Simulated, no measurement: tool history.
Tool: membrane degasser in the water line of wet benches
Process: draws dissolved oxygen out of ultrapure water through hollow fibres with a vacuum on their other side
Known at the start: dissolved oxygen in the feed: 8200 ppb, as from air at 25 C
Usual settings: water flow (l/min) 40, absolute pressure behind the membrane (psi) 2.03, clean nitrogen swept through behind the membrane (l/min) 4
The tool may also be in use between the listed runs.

| run | day | water flow (l/min) | absolute pressure behind the membrane (psi) | clean nitrogen swept through behind the membrane (l/min) | dissolved oxygen in the water behind the degasser (ppb) | pressure that the water loses in the fibres (psi) |
|---|---|---|---|---|---|---|
| 1 | 0 | 40 | 2.03 | 4 | 483.1 | 8.686 |
| 2 | 8.904 | 40 | 2.03 | 3.57 | 514.9 | 8.696 |
| 3 | 13.217 | 40 | 2.03 | 3.57 | 517.2 | 8.747 |
| 4 | 22.875 | 40 | 2.03 | 4 | 488.5 | 8.752 |
| 5 | 29.575 | 40 | 2.68 | 4 | 593.3 | 8.76 |
| 6 | 35.5 | 40 | 2.03 | 4 | 500.4 | 8.76 |
| 7 | 40.008 | 40 | 2.03 | 7.3 | 391.7 | 8.788 |
| 8 | 44.442 | 40 | 2.03 | 4 | 497.5 | 8.791 |
| 9 | 51.608 | 40 | 2.03 | 4 | 502.6 | 8.804 |
| 10 | 57.021 | 40 | 2.03 | 4 | 499.9 | 8.759 |
| 11 | 64.512 | 40 | 2.03 | 4 | 500.8 | 8.791 |
| 12 | 68.942 | 40 | 2.03 | 4 | 502.1 | 8.888 |
|  | 69.55 | vacuum gauge calibrated |
| 13 | 77.438 | 45 | 2.03 | 4 | 598.7 | 9.906 |
| 14 | 83.779 | 40 | 2.03 | 2.77 | 583.6 | 8.789 |
| 15 | 92.562 | 40 | 2.03 | 2.77 | 593 | 8.818 |
| 16 | 100.775 | 40 | 2.03 | 4 | 509.2 | 8.814 |
| 17 | 105.575 | 25 | 3.16 | 5.75 | 258.2 | 5.526 |
| 18 | 111.154 | 47 | 1.86 | 6.54 | 548.3 | 10.404 |
|  | 116.992 | vacuum gauge calibrated, once more |
| 19 | 117.15 | 34 | 1.86 | 2.39 | 475.7 | 7.512 |
| 20 | 123.212 | 34 | 1.33 | 7.65 | 237.6 | 7.535 |
|  | 128.483 | seals of the vacuum lines changed |
| 21 | 131.329 | 54 | 2.18 | 1.66 | 1185.5 | 12.011 |
| 22 | 139.325 | 54 | 2.58 | 5.25 | 834.9 | 12.022 |
| 23 | 144.171 | 54 | 2.58 | 5.25 | 830.5 | 11.96 |
| 24 | 153.712 | 54 | 2.58 | 5.25 | 827.5 | 11.977 |
| 25 | 164.167 | 40 | 2.03 | 3.12 | 565.2 | 8.92 |
| 26 | 172.967 | 40 | 2.03 | 3.12 | 568.6 | 8.9 |
| 27 | 179.367 | 34 | 2.12 | 2.93 | 471.8 | 7.607 |
| 28 | 189.071 | 34 | 2.12 | 2.93 | 476.3 | 7.575 |
| 29 | 198.542 | 58 | 1.65 | 7.43 | 752.5 | 13.045 |
| 30 | 203.283 | 53 | 2.05 | 7.43 | 674.4 | 11.81 |
| 31 | 212.8 | 53 | 2.05 | 7.43 | 679.9 | 11.938 |
| 32 | 221.046 | 53 | 2.05 | 7.43 | 685.2 | 11.86 |

Some steps in dissolved oxygen in the water behind the degasser (ppb) between neighbouring runs. How much of each would the tool show without its hidden state too (settings, what came in, random variation), and how much is left for the hidden state, with any gauge scatter that isn't in both results?
The hidden state here: membrane still open, %; true pressure behind the membrane over the reading, kPa; air that leaks in behind the membrane, l/min; drift of the gauge itself on oxygen_ppb, %; drift of the gauge itself on loss_of_pressure_kpa, %.
Run 17 -> 18: water flow (l/min) 25 -> 47, absolute pressure behind the membrane (psi) 3.16 -> 1.86, clean nitrogen swept through behind the membrane (l/min) 5.75 -> 6.54. dissolved oxygen in the water behind the degasser (ppb) +290.1: hidden state +14.7, all else +275.4.
Run 20 -> 21: water flow (l/min) 34 -> 54, absolute pressure behind the membrane (psi) 1.33 -> 2.18, clean nitrogen swept through behind the membrane (l/min) 7.65 -> 1.66, seals of the vacuum lines changed. dissolved oxygen in the water behind the degasser (ppb) +947.9: hidden state +13.1, all else +934.8.
Run 21 -> 22: absolute pressure behind the membrane (psi) 2.18 -> 2.58, clean nitrogen swept through behind the membrane (l/min) 1.66 -> 5.25. dissolved oxygen in the water behind the degasser (ppb) -350.6: hidden state +3, all else -353.6.
Run 28 -> 29: water flow (l/min) 34 -> 58, absolute pressure behind the membrane (psi) 2.12 -> 1.65, clean nitrogen swept through behind the membrane (l/min) 2.93 -> 7.43. dissolved oxygen in the water behind the degasser (ppb) +276.2: hidden state +25.2, all else +251.
